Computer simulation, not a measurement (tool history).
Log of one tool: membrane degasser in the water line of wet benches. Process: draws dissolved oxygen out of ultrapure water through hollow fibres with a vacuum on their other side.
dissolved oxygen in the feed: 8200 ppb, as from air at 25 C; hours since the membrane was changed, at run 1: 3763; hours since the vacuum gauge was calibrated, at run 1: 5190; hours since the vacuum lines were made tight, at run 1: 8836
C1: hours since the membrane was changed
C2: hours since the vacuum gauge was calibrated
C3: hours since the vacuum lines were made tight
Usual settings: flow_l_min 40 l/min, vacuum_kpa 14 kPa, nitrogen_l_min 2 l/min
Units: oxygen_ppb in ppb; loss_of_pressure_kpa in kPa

run 1 hour=0 | flow_l_min=40 vacuum_kpa=14 nitrogen_l_min=2 | C1=3763 C2=5190 C3=8836 | oxygen_ppb=488.3 loss_of_pressure_kpa=28.08
run 2 hour=222.1 | flow_l_min=40 vacuum_kpa=14 nitrogen_l_min=2 | C1=3985 C2=5412 C3=9058 | oxygen_ppb=485.1 loss_of_pressure_kpa=27.9
run 3 hour=399.8 | flow_l_min=40 vacuum_kpa=14 nitrogen_l_min=2 | C1=4163 C2=5590 C3=9236 | oxygen_ppb=484.1 loss_of_pressure_kpa=28.06
-- hour=502 vacuum gauge calibrated
run 4 hour=642.5 | flow_l_min=40 vacuum_kpa=14 nitrogen_l_min=2 | C1=4405 C2=140 C3=9478 | oxygen_ppb=484.6 loss_of_pressure_kpa=28.03
-- hour=730.2 seals of the vacuum lines changed
run 5 hour=895 | flow_l_min=40 vacuum_kpa=14 nitrogen_l_min=2 | C1=4656 C2=391 C3=165 | oxygen_ppb=484.9 loss_of_pressure_kpa=28.27
run 6 hour=1093.8 | flow_l_min=40 vacuum_kpa=14 nitrogen_l_min=2 | C1=4854 C2=590 C3=364 | oxygen_ppb=483.6 loss_of_pressure_kpa=28.69
run 7 hour=1209.2 | flow_l_min=40 vacuum_kpa=14 nitrogen_l_min=2 | C1=4970 C2=705 C3=479 | oxygen_ppb=479.7 loss_of_pressure_kpa=27.78
run 8 hour=1355.9 | flow_l_min=40 vacuum_kpa=25 nitrogen_l_min=2 | C1=5116 C2=852 C3=626 | oxygen_ppb=906.5 loss_of_pressure_kpa=28.14
run 9 hour=1618.1 | flow_l_min=40 vacuum_kpa=14 nitrogen_l_min=2 | C1=5379 C2=1114 C3=888 | oxygen_ppb=481.7 loss_of_pressure_kpa=28.25
run 10 hour=1838.6 | flow_l_min=40 vacuum_kpa=14 nitrogen_l_min=2 | C1=5599 C2=1335 C3=1108 | oxygen_ppb=487.7 loss_of_pressure_kpa=28.38
run 11 hour=2024.1 | flow_l_min=40 vacuum_kpa=14 nitrogen_l_min=4.21 | C1=5785 C2=1520 C3=1294 | oxygen_ppb=260.8 loss_of_pressure_kpa=28.21
run 12 hour=2290.2 | flow_l_min=40 vacuum_kpa=14 nitrogen_l_min=4.21 | C1=6051 C2=1786 C3=1560 | oxygen_ppb=264.1 loss_of_pressure_kpa=28.42
run 13 hour=2477.2 | flow_l_min=40 vacuum_kpa=14 nitrogen_l_min=4.21 | C1=6238 C2=1973 C3=1747 | oxygen_ppb=266.7 loss_of_pressure_kpa=28.22
run 14 hour=2709.8 | flow_l_min=40 vacuum_kpa=14 nitrogen_l_min=4.21 | C1=6470 C2=2206 C3=1980 | oxygen_ppb=263.5 loss_of_pressure_kpa=28.74
run 15 hour=2938.7 | flow_l_min=40 vacuum_kpa=14 nitrogen_l_min=2 | C1=6699 C2=2435 C3=2208 | oxygen_ppb=490.9 loss_of_pressure_kpa=28.62
run 16 hour=3094.5 | flow_l_min=40 vacuum_kpa=25.9 nitrogen_l_min=2 | C1=6855 C2=2590 C3=2364 | oxygen_ppb=937.4 loss_of_pressure_kpa=28.27
run 17 hour=3218.9 | flow_l_min=40 vacuum_kpa=25.9 nitrogen_l_min=2 | C1=6979 C2=2715 C3=2489 | oxygen_ppb=936 loss_of_pressure_kpa=28.23
run 18 hour=3443.8 | flow_l_min=40 vacuum_kpa=25.9 nitrogen_l_min=2 | C1=7204 C2=2940 C3=2714 | oxygen_ppb=938.1 loss_of_pressure_kpa=28.68
run 19 hour=3704.5 | flow_l_min=40 vacuum_kpa=25.9 nitrogen_l_min=2 | C1=7465 C2=3200 C3=2974 | oxygen_ppb=947.3 loss_of_pressure_kpa=28.35
run 20 hour=3953.8 | flow_l_min=47 vacuum_kpa=9.6 nitrogen_l_min=2.33 | C1=7714 C2=3450 C3=3224 | oxygen_ppb=339.2 loss_of_pressure_kpa=33.66
run 21 hour=4206.2 | flow_l_min=47 vacuum_kpa=9.6 nitrogen_l_min=2.33 | C1=7967 C2=3702 C3=3476 | oxygen_ppb=338.5 loss_of_pressure_kpa=33.83
run 22 hour=4439.5 | flow_l_min=38 vacuum_kpa=26.3 nitrogen_l_min=1.2 | C1=8200 C2=3936 C3=3709 | oxygen_ppb=1339.8 loss_of_pressure_kpa=27.23
run 23 hour=4692.6 | flow_l_min=32 vacuum_kpa=9.5 nitrogen_l_min=2 | C1=8453 C2=4189 C3=3962 | oxygen_ppb=240.4 loss_of_pressure_kpa=22.88
run 24 hour=4928.2 | flow_l_min=53 vacuum_kpa=27.5 nitrogen_l_min=2.15 | C1=8689 C2=4424 C3=4198 | oxygen_ppb=1207.6 loss_of_pressure_kpa=37.79
run 25 hour=5140.5 | flow_l_min=47 vacuum_kpa=14 nitrogen_l_min=5.01 | C1=8901 C2=4637 C3=4410 | oxygen_ppb=290.7 loss_of_pressure_kpa=33.75
run 26 hour=5370.9 | flow_l_min=26 vacuum_kpa=31.5 nitrogen_l_min=1.15 | C1=9131 C2=4867 C3=4641 | oxygen_ppb=1236.4 loss_of_pressure_kpa=18.84
run 27 hour=5549 | flow_l_min=39 vacuum_kpa=26.5 nitrogen_l_min=1.48 | C1=9310 C2=5045 C3=4819 | oxygen_ppb=1172 loss_of_pressure_kpa=28.03
run 28 hour=5760.4 | flow_l_min=39 vacuum_kpa=26.5 nitrogen_l_min=1.48 | C1=9521 C2=5256 C3=5030 | oxygen_ppb=1174.7 loss_of_pressure_kpa=27.98
run 29 hour=5949.5 | flow_l_min=55 vacuum_kpa=28.7 nitrogen_l_min=3.63 | C1=9710 C2=5446 C3=5219 | oxygen_ppb=886.7 loss_of_pressure_kpa=39.68
run 30 hour=6142 | flow_l_min=55 vacuum_kpa=28.7 nitrogen_l_min=3.63 | C1=9903 C2=5638 C3=5412 | oxygen_ppb=906.5 loss_of_pressure_kpa=39.53
-- hour=6208.9 vacuum gauge calibrated
run 31 hour=6401 | flow_l_min=40 vacuum_kpa=14 nitrogen_l_min=2.49 | C1=10161 C2=192 C3=5670 | oxygen_ppb=406.7 loss_of_pressure_kpa=28.94
run 32 hour=6667.8 | flow_l_min=40 vacuum_kpa=14 nitrogen_l_min=1.37 | C1=10428 C2=459 C3=5937 | oxygen_ppb=651.1 loss_of_pressure_kpa=28.66

Measured less the same run without the tool's hidden state. The same run-to-run variation is in both; the gauge's scatter may not be:
The hidden state here: membrane still open, %; true pressure behind the membrane over the reading, kPa; air that leaks in behind the membrane, l/min; drift of the gauge itself on oxygen_ppb, %; drift of the gauge itself on loss_of_pressure_kpa, %.
run=1 oxygen_ppb=+6.9 loss_of_pressure_kpa=+0.47
run=2 oxygen_ppb=+7.2 loss_of_pressure_kpa=+0.5
run=3 oxygen_ppb=+7.4 loss_of_pressure_kpa=+0.52
run=4 oxygen_ppb=+4.3 loss_of_pressure_kpa=+0.56
run=5 oxygen_ppb=+3.4 loss_of_pressure_kpa=+0.59
run=6 oxygen_ppb=+3.6 loss_of_pressure_kpa=+0.62
run=7 oxygen_ppb=+3.7 loss_of_pressure_kpa=+0.62
run=8 oxygen_ppb=+3.6 loss_of_pressure_kpa=+0.65
run=9 oxygen_ppb=+4.4 loss_of_pressure_kpa=+0.68
run=10 oxygen_ppb=+4.8 loss_of_pressure_kpa=+0.71
run=11 oxygen_ppb=+4.5 loss_of_pressure_kpa=+0.73
run=12 oxygen_ppb=+4.9 loss_of_pressure_kpa=+0.77
run=13 oxygen_ppb=+5.2 loss_of_pressure_kpa=+0.79
run=14 oxygen_ppb=+5.3 loss_of_pressure_kpa=+0.82
run=15 oxygen_ppb=+6.5 loss_of_pressure_kpa=+0.85
run=16 oxygen_ppb=+6.1 loss_of_pressure_kpa=+0.86
run=17 oxygen_ppb=+6.3 loss_of_pressure_kpa=+0.88
run=18 oxygen_ppb=+6.7 loss_of_pressure_kpa=+0.92
run=19 oxygen_ppb=+7.1 loss_of_pressure_kpa=+0.94
run=20 oxygen_ppb=+11.7 loss_of_pressure_kpa=+1.16
run=21 oxygen_ppb=+12.2 loss_of_pressure_kpa=+1.18
run=22 oxygen_ppb=+8 loss_of_pressure_kpa=+0.99
run=23 oxygen_ppb=+5.6 loss_of_pressure_kpa=+0.86
run=24 oxygen_ppb=+15 loss_of_pressure_kpa=+1.46
run=25 oxygen_ppb=+12.2 loss_of_pressure_kpa=+1.32
run=26 oxygen_ppb=+6 loss_of_pressure_kpa=+0.75
run=27 oxygen_ppb=+9.7 loss_of_pressure_kpa=+1.15
run=28 oxygen_ppb=+10 loss_of_pressure_kpa=+1.17
run=29 oxygen_ppb=+18.3 loss_of_pressure_kpa=+1.7
run=30 oxygen_ppb=+19.2 loss_of_pressure_kpa=+1.72
run=31 oxygen_ppb=+7.3 loss_of_pressure_kpa=+1.29
run=32 oxygen_ppb=+7.3 loss_of_pressure_kpa=+1.31

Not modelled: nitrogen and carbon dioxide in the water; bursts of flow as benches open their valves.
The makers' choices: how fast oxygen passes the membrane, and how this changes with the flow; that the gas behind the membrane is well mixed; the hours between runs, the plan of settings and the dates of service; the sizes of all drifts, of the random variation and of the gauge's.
